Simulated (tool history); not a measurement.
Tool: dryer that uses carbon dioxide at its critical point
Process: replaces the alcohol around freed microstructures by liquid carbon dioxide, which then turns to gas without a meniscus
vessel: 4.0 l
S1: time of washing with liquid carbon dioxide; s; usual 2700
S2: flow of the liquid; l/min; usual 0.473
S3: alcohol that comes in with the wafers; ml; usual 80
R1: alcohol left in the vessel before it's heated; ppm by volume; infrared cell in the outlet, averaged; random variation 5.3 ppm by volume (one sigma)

run	hour	S1	S2	S3	R1
1	0	2700	0.473	80	241
2	13.9	2700	0.473	80	245
3	24.7	3240	0.473	80	168
4	43.6	2640	0.473	80	279
5	61.2	2640	0.473	80	287
6	84.8	2640	0.473	80	308
7	96.9	4020	0.473	21	134
8	118.2	2580	0.674	80	164
9	131.8	2580	0.587	80	206
10	144.7	2580	0.587	80	218
11	161.4	1740	0.473	80	1154

The same runs without the tool's hidden state, with the same run-to-run variation:
The hidden state here: flow that reaches the vessel past the clogged filter, %; alcohol in the recycled carbon dioxide, ppm; drift of the gauge itself on alcohol_ppm, %.
run	R1
1	119
2	113
3	41
4	133
5	132
6	135
7	1
8	22
9	48
10	54
11	734
